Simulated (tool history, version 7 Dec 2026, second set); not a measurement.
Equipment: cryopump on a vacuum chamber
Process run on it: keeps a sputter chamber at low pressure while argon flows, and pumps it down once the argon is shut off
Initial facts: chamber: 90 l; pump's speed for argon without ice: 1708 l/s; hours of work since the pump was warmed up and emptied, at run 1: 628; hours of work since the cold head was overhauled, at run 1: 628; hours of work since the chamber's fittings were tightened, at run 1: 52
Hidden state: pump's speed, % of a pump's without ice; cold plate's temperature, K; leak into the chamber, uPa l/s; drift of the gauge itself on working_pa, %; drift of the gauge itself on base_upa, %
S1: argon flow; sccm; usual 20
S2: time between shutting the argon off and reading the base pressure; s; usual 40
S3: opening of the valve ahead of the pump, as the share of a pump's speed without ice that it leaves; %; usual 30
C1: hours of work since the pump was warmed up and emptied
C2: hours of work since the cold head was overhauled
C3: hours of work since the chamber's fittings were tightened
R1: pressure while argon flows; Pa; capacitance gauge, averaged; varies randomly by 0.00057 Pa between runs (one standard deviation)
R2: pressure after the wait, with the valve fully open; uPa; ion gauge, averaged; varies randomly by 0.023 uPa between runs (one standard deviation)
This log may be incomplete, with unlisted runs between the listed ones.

run	day	S1	S2	S3	C1	C2	C3	R1	R2
1	0	20	40	30	628	628	52	0.0707	0.88
# day 0.854: pump warmed up, emptied and cooled again
2	2.483	20	40	30	27	666	91	0.0654	0.85
3	4.275	20	40	30	58	697	121	0.0667	0.84
4	5.529	20	40	30	79	718	142	0.067	0.85
5	7.238	20	40	30	108	747	171	0.0662	0.85
6	9.158	20	20	30	140	779	203	0.067	1.49
7	11.562	20	20	30	181	820	244	0.0673	1.47
8	12.671	20	20	30	200	838	263	0.0669	1.43
9	13.808	20	20	30	219	858	282	0.0676	1.46
10	14.988	39	111	29	239	878	302	0.1372	0.51
11	16.646	39	111	29	267	906	330	0.137	0.55
12	17.942	39	111	29	289	928	352	0.137	0.55
13	19.538	39	76	16	316	954	379	0.2444	0.62
14	21.942	26	157	15	356	995	419	0.1757	0.5
15	23.108	26	264	15	376	1015	439	0.1757	0.44
16	24.504	10	26	15	399	1038	462	0.0674	1.27
17	26.812	10	26	15	438	1077	501	0.0663	1.32

Branching from run 17: 5 alternative next runs. What would each branch give?
A	28.375	22	26	15	465	1104	528	?	?
B	28.375	10	221	30	465	1104	528	?	?
C	28.375	10	62	34	465	1104	528	?	?
D	28.375	23	48	30	465	1104	528	?	?
E	28.375	11	26	15	465	1104	528	?	?

run	R1	R2
A	0.1486	1.31
B	0.0343	0.49
C	0.0309	0.72
D	0.0798	0.88
E	0.0756	1.25
The same runs, with their run-to-run variation unchanged, on a tool lacking any hidden condition would have given:
run	R1	R2
A	0.1447	1.11
B	0.0325	0.29
C	0.029	0.53
D	0.0756	0.68
E	0.0736	1.06
